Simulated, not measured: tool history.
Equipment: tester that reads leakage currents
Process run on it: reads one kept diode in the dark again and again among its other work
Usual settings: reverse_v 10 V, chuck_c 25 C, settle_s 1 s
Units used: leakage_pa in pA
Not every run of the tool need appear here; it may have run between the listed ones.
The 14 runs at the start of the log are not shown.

{"run": 15, "hour": 1276.5, "reverse_v": 10, "chuck_c": 25, "settle_s": 1, "leakage_pa": 252.61}
{"hour": 1302.8, "done": "chuck's temperature calibrated"}
{"run": 16, "hour": 1344.8, "reverse_v": 10, "chuck_c": 25, "settle_s": 1, "leakage_pa": 272.34}
{"run": 17, "hour": 1396.9, "reverse_v": 10, "chuck_c": 25, "settle_s": 1, "leakage_pa": 272.64}
{"run": 18, "hour": 1481.1, "reverse_v": 10, "chuck_c": 25, "settle_s": 1, "leakage_pa": 273.81}
{"run": 19, "hour": 1585.3, "reverse_v": 10, "chuck_c": 25, "settle_s": 1, "leakage_pa": 270.74}
{"run": 20, "hour": 1702.2, "reverse_v": 10, "chuck_c": 32, "settle_s": 2.88, "leakage_pa": 442.84}
{"run": 21, "hour": 1787.8, "reverse_v": 1.4, "chuck_c": 44, "settle_s": 1, "leakage_pa": 408.21}
{"run": 22, "hour": 1852.1, "reverse_v": 10, "chuck_c": 29, "settle_s": 0.39, "leakage_pa": 363.12}
{"run": 23, "hour": 1968.7, "reverse_v": 7.3, "chuck_c": 25, "settle_s": 1, "leakage_pa": 235.01}
{"hour": 1976.1, "done": "tester calibrated"}
{"run": 24, "hour": 2028.6, "reverse_v": 2, "chuck_c": 26, "settle_s": 9.46, "leakage_pa": 140.86}
{"run": 25, "hour": 2095.9, "reverse_v": 5.2, "chuck_c": 51, "settle_s": 3.53, "leakage_pa": 1128.14}
{"run": 26, "hour": 2150.5, "reverse_v": 2.6, "chuck_c": 40, "settle_s": 1, "leakage_pa": 413.39}
{"run": 27, "hour": 2225.7, "reverse_v": 5.4, "chuck_c": 40, "settle_s": 1, "leakage_pa": 572.36}
{"run": 28, "hour": 2313.5, "reverse_v": 4.5, "chuck_c": 44, "settle_s": 1.2, "leakage_pa": 682.02}
{"run": 29, "hour": 2391.4, "reverse_v": 10, "chuck_c": 25, "settle_s": 3.57, "leakage_pa": 268.75}
{"run": 30, "hour": 2453.0, "reverse_v": 9.6, "chuck_c": 39, "settle_s": 6.29, "leakage_pa": 687.38}
{"run": 31, "hour": 2510.4, "reverse_v": 5, "chuck_c": 32, "settle_s": 1.05, "leakage_pa": 320.31}
{"run": 32, "hour": 2574.0, "reverse_v": 5, "chuck_c": 55, "settle_s": 1.05, "leakage_pa": 1403.89}
{"hour": 2643.2, "done": "tester calibrated, once more"}
{"run": 33, "hour": 2643.2, "reverse_v": 5, "chuck_c": 55, "settle_s": 1.05, "leakage_pa": 1398.86}
{"run": 34, "hour": 2745.4, "reverse_v": 5, "chuck_c": 26, "settle_s": 4.44, "leakage_pa": 209.12}
{"run": 35, "hour": 2845.6, "reverse_v": 8.9, "chuck_c": 22, "settle_s": 4.25, "leakage_pa": 204.5}
{"run": 36, "hour": 2896.6, "reverse_v": 2, "chuck_c": 51, "settle_s": 4.25, "leakage_pa": 722.2}
{"run": 37, "hour": 2961.6, "reverse_v": 1.7, "chuck_c": 35, "settle_s": 1, "leakage_pa": 239.92}
{"run": 38, "hour": 3052.3, "reverse_v": 1.7, "chuck_c": 35, "settle_s": 1, "leakage_pa": 238.46}

Forecast each of these 5 alternatives for the next run:
{"run": "A", "hour": 3135.7, "reverse_v": 10, "chuck_c": 25, "settle_s": 1.16, "leakage_pa": "?"}
{"run": "B", "hour": 3135.7, "reverse_v": 10, "chuck_c": 47, "settle_s": 1, "leakage_pa": "?"}
{"run": "C", "hour": 3135.7, "reverse_v": 14.8, "chuck_c": 56, "settle_s": 0.43, "leakage_pa": "?"}
{"run": "D", "hour": 3135.7, "reverse_v": 1.1, "chuck_c": 30, "settle_s": 1, "leakage_pa": "?"}
{"run": "E", "hour": 3135.7, "reverse_v": 6.9, "chuck_c": 25, "settle_s": 2.44, "leakage_pa": "?"}

run=A leakage_pa=268.17
run=B leakage_pa=1147.08
run=C leakage_pa=2373.63
run=D leakage_pa=140.26
run=E leakage_pa=224.94
Had the tool no hidden state, the same runs would have come out as:
run=A leakage_pa=270.02
run=B leakage_pa=1183.73
run=C leakage_pa=2450.24
run=D leakage_pa=145.55
run=E leakage_pa=228.16

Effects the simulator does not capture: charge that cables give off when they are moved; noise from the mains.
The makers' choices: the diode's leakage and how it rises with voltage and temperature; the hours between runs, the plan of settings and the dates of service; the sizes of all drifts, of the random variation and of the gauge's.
